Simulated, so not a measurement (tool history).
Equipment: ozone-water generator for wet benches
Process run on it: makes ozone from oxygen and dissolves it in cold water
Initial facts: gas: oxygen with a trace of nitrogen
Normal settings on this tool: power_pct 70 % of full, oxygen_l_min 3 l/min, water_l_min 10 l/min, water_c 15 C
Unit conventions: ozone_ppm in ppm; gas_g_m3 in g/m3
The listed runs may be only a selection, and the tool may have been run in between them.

{"run": 1, "hour": 0.0, "power_pct": 70, "oxygen_l_min": 3, "water_l_min": 10, "water_c": 15, "ozone_ppm": 19.1, "gas_g_m3": 142.8}
{"run": 2, "hour": 30.0, "power_pct": 50, "oxygen_l_min": 3, "water_l_min": 10, "water_c": 15, "ozone_ppm": 15.6, "gas_g_m3": 116.9}
{"run": 3, "hour": 51.3, "power_pct": 50, "oxygen_l_min": 3, "water_l_min": 10, "water_c": 15, "ozone_ppm": 15.7, "gas_g_m3": 114.9}
{"run": 4, "hour": 76.3, "power_pct": 50, "oxygen_l_min": 3, "water_l_min": 10, "water_c": 15, "ozone_ppm": 15.6, "gas_g_m3": 115.8}
{"run": 5, "hour": 103.1, "power_pct": 50, "oxygen_l_min": 3, "water_l_min": 10, "water_c": 15, "ozone_ppm": 15.9, "gas_g_m3": 113.6}
{"run": 6, "hour": 139.2, "power_pct": 70, "oxygen_l_min": 3, "water_l_min": 10, "water_c": 15, "ozone_ppm": 19, "gas_g_m3": 142.1}
{"run": 7, "hour": 158.7, "power_pct": 70, "oxygen_l_min": 3, "water_l_min": 10, "water_c": 15, "ozone_ppm": 19.4, "gas_g_m3": 141.3}
{"run": 8, "hour": 183.1, "power_pct": 56, "oxygen_l_min": 3, "water_l_min": 10, "water_c": 15, "ozone_ppm": 16.8, "gas_g_m3": 123.3}
{"run": 9, "hour": 218.3, "power_pct": 70, "oxygen_l_min": 3, "water_l_min": 10, "water_c": 15, "ozone_ppm": 19.2, "gas_g_m3": 141.6}
{"run": 10, "hour": 243.6, "power_pct": 70, "oxygen_l_min": 3, "water_l_min": 10, "water_c": 15, "ozone_ppm": 19, "gas_g_m3": 142.1}
{"run": 11, "hour": 277.8, "power_pct": 70, "oxygen_l_min": 4, "water_l_min": 10, "water_c": 15, "ozone_ppm": 19.7, "gas_g_m3": 127.9}
{"run": 12, "hour": 311.5, "power_pct": 70, "oxygen_l_min": 3.62, "water_l_min": 10, "water_c": 15, "ozone_ppm": 19.5, "gas_g_m3": 131.4}
{"run": 13, "hour": 337.4, "power_pct": 70, "oxygen_l_min": 3, "water_l_min": 6, "water_c": 15, "ozone_ppm": 26.2, "gas_g_m3": 140.4}
{"run": 14, "hour": 362.9, "power_pct": 70, "oxygen_l_min": 3, "water_l_min": 9, "water_c": 15, "ozone_ppm": 20.4, "gas_g_m3": 140.9}
{"run": 15, "hour": 394.2, "power_pct": 70, "oxygen_l_min": 4.49, "water_l_min": 10, "water_c": 15, "ozone_ppm": 19.8, "gas_g_m3": 121.4}
{"run": 16, "hour": 418.2, "power_pct": 70, "oxygen_l_min": 4.49, "water_l_min": 10, "water_c": 15, "ozone_ppm": 19.9, "gas_g_m3": 121.4}
{"run": 17, "hour": 440.0, "power_pct": 50, "oxygen_l_min": 1.81, "water_l_min": 10, "water_c": 11, "ozone_ppm": 14.7, "gas_g_m3": 141.1}
{"run": 18, "hour": 462.2, "power_pct": 50, "oxygen_l_min": 1.81, "water_l_min": 10, "water_c": 11, "ozone_ppm": 14.5, "gas_g_m3": 139.8}
{"run": 19, "hour": 480.0, "power_pct": 50, "oxygen_l_min": 1.63, "water_l_min": 10, "water_c": 11, "ozone_ppm": 14.2, "gas_g_m3": 146.9}
{"run": 20, "hour": 497.2, "power_pct": 70, "oxygen_l_min": 2.21, "water_l_min": 14, "water_c": 15, "ozone_ppm": 13.6, "gas_g_m3": 159.3}
{"run": 21, "hour": 514.0, "power_pct": 54, "oxygen_l_min": 3.99, "water_l_min": 6, "water_c": 14, "ozone_ppm": 22.5, "gas_g_m3": 107.8}
{"run": 22, "hour": 541.3, "power_pct": 54, "oxygen_l_min": 3.99, "water_l_min": 6, "water_c": 14, "ozone_ppm": 22.6, "gas_g_m3": 106.1}
{"run": 23, "hour": 579.2, "power_pct": 54, "oxygen_l_min": 3.99, "water_l_min": 6, "water_c": 14, "ozone_ppm": 22.4, "gas_g_m3": 108.6}
{"run": 24, "hour": 606.3, "power_pct": 68, "oxygen_l_min": 3, "water_l_min": 10, "water_c": 15, "ozone_ppm": 18.4, "gas_g_m3": 138.6}
{"run": 25, "hour": 626.2, "power_pct": 68, "oxygen_l_min": 3, "water_l_min": 15, "water_c": 16, "ozone_ppm": 13.5, "gas_g_m3": 139.2}
{"run": 26, "hour": 666.0, "power_pct": 64, "oxygen_l_min": 3, "water_l_min": 12, "water_c": 16, "ozone_ppm": 15.4, "gas_g_m3": 134.1}
{"run": 27, "hour": 688.4, "power_pct": 94, "oxygen_l_min": 2.37, "water_l_min": 14, "water_c": 9, "ozone_ppm": 17.6, "gas_g_m3": 185.2}
{"run": 28, "hour": 719.6, "power_pct": 67, "oxygen_l_min": 3.2, "water_l_min": 10, "water_c": 15, "ozone_ppm": 18.7, "gas_g_m3": 132.4}
{"run": 29, "hour": 756.1, "power_pct": 67, "oxygen_l_min": 1.56, "water_l_min": 6, "water_c": 15, "ozone_ppm": 23.8, "gas_g_m3": 177.4}

Here are 3 independent what-if runs from the current tool condition. What would each one return?
{"run": "A", "hour": 793.8, "power_pct": 70, "oxygen_l_min": 3, "water_l_min": 15, "water_c": 15, "ozone_ppm": "?", "gas_g_m3": "?"}
{"run": "B", "hour": 793.8, "power_pct": 70, "oxygen_l_min": 3, "water_l_min": 6, "water_c": 7, "ozone_ppm": "?", "gas_g_m3": "?"}
{"run": "C", "hour": 793.8, "power_pct": 70, "oxygen_l_min": 4.32, "water_l_min": 10, "water_c": 15, "ozone_ppm": "?", "gas_g_m3": "?"}

run=A ozone_ppm=13.9 gas_g_m3=140.4
run=B ozone_ppm=29.7 gas_g_m3=140.5
run=C ozone_ppm=19.5 gas_g_m3=122.5
With no hidden state in the tool, these same runs would have given:
run=A ozone_ppm=15.1 gas_g_m3=146.9
run=B ozone_ppm=32 gas_g_m3=147
run=C ozone_ppm=21.2 gas_g_m3=128.2
